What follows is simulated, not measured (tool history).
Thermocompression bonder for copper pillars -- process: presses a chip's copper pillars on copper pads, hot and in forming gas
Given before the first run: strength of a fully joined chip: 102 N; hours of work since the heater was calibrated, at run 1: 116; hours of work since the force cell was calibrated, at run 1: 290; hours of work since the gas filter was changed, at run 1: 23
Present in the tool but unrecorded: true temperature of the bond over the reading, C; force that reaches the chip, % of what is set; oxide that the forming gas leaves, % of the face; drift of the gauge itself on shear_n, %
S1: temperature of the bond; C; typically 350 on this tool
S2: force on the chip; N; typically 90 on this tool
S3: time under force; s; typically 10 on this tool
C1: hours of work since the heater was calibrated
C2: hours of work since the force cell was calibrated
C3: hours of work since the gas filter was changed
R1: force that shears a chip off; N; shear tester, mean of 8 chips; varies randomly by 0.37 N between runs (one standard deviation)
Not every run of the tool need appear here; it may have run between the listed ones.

{"run": 1, "hour": 0.0, "S1": 350, "S2": 90, "S3": 10, "C1": 116, "C2": 290, "C3": 23, "R1": 44.7}
{"run": 2, "hour": 19.4, "S1": 350, "S2": 85, "S3": 10, "C1": 128, "C2": 301, "C3": 35, "R1": 42.7}
{"run": 3, "hour": 33.3, "S1": 350, "S2": 85, "S3": 10, "C1": 136, "C2": 310, "C3": 43, "R1": 42.8}
{"run": 4, "hour": 46.9, "S1": 350, "S2": 85, "S3": 10, "C1": 144, "C2": 318, "C3": 51, "R1": 42.7}
{"run": 5, "hour": 65.2, "S1": 350, "S2": 90, "S3": 10, "C1": 156, "C2": 329, "C3": 63, "R1": 43.4}
{"run": 6, "hour": 89.4, "S1": 350, "S2": 90, "S3": 10, "C1": 170, "C2": 343, "C3": 77, "R1": 43.8}
{"run": 7, "hour": 102.6, "S1": 350, "S2": 90, "S3": 25, "C1": 178, "C2": 351, "C3": 85, "R1": 58.6}
{"run": 8, "hour": 121.8, "S1": 344, "S2": 90, "S3": 10, "C1": 190, "C2": 363, "C3": 97, "R1": 40.9}
{"run": 9, "hour": 139.8, "S1": 350, "S2": 90, "S3": 10, "C1": 200, "C2": 374, "C3": 107, "R1": 42.9}
{"run": 10, "hour": 157.8, "S1": 350, "S2": 90, "S3": 10, "C1": 211, "C2": 384, "C3": 118, "R1": 42.6}
{"run": 11, "hour": 180.8, "S1": 350, "S2": 90, "S3": 18, "C1": 225, "C2": 398, "C3": 132, "R1": 51.6}
{"hour": 184.7, "done": "heater calibrated with a thermocouple chip"}
{"run": 12, "hour": 202.7, "S1": 321, "S2": 93, "S3": 10, "C1": 11, "C2": 410, "C3": 144, "R1": 30.1}
{"run": 13, "hour": 219.0, "S1": 351, "S2": 67, "S3": 10, "C1": 21, "C2": 420, "C3": 154, "R1": 34.3}
{"run": 14, "hour": 242.3, "S1": 351, "S2": 67, "S3": 10, "C1": 35, "C2": 434, "C3": 168, "R1": 34.1}
{"hour": 262.3, "done": "forming gas filter changed"}
{"run": 15, "hour": 265.2, "S1": 351, "S2": 67, "S3": 10, "C1": 48, "C2": 447, "C3": 2, "R1": 37}
{"hour": 285.6, "done": "heater calibrated with a thermocouple chip, once more"}
{"run": 16, "hour": 291.2, "S1": 340, "S2": 63, "S3": 10, "C1": 3, "C2": 462, "C3": 16, "R1": 31.2}
{"run": 17, "hour": 312.4, "S1": 333, "S2": 90, "S3": 10, "C1": 16, "C2": 475, "C3": 29, "R1": 36.5}
{"run": 18, "hour": 331.7, "S1": 374, "S2": 74, "S3": 5, "C1": 28, "C2": 486, "C3": 41, "R1": 38.4}
{"run": 19, "hour": 353.2, "S1": 374, "S2": 74, "S3": 5, "C1": 41, "C2": 499, "C3": 53, "R1": 39.1}
{"run": 20, "hour": 378.1, "S1": 374, "S2": 74, "S3": 5, "C1": 56, "C2": 514, "C3": 68, "R1": 37.2}
{"run": 21, "hour": 397.4, "S1": 336, "S2": 118, "S3": 10, "C1": 67, "C2": 526, "C3": 80, "R1": 44.7}

Alternative continuations, all from the tool just after run 21; predict every row:
{"run": "A", "hour": 411.8, "S1": 350, "S2": 111, "S3": 12, "C1": 76, "C2": 534, "C3": 89, "R1": "?"}
{"run": "B", "hour": 411.8, "S1": 336, "S2": 118, "S3": 10, "C1": 76, "C2": 534, "C3": 89, "R1": "?"}
{"run": "C", "hour": 411.8, "S1": 364, "S2": 59, "S3": 28, "C1": 76, "C2": 534, "C3": 89, "R1": "?"}
{"run": "D", "hour": 411.8, "S1": 350, "S2": 90, "S3": 9, "C1": 76, "C2": 534, "C3": 89, "R1": "?"}
{"run": "E", "hour": 411.8, "S1": 370, "S2": 60, "S3": 10, "C1": 76, "C2": 534, "C3": 89, "R1": "?"}

run=A R1=52.2
run=B R1=44.3
run=C R1=53.6
run=D R1=41.1
run=E R1=39.8
Without the tool's hidden state the same runs would have given:
run=A R1=55.8
run=B R1=47.4
run=C R1=57.2
run=D R1=44
run=E R1=42.6
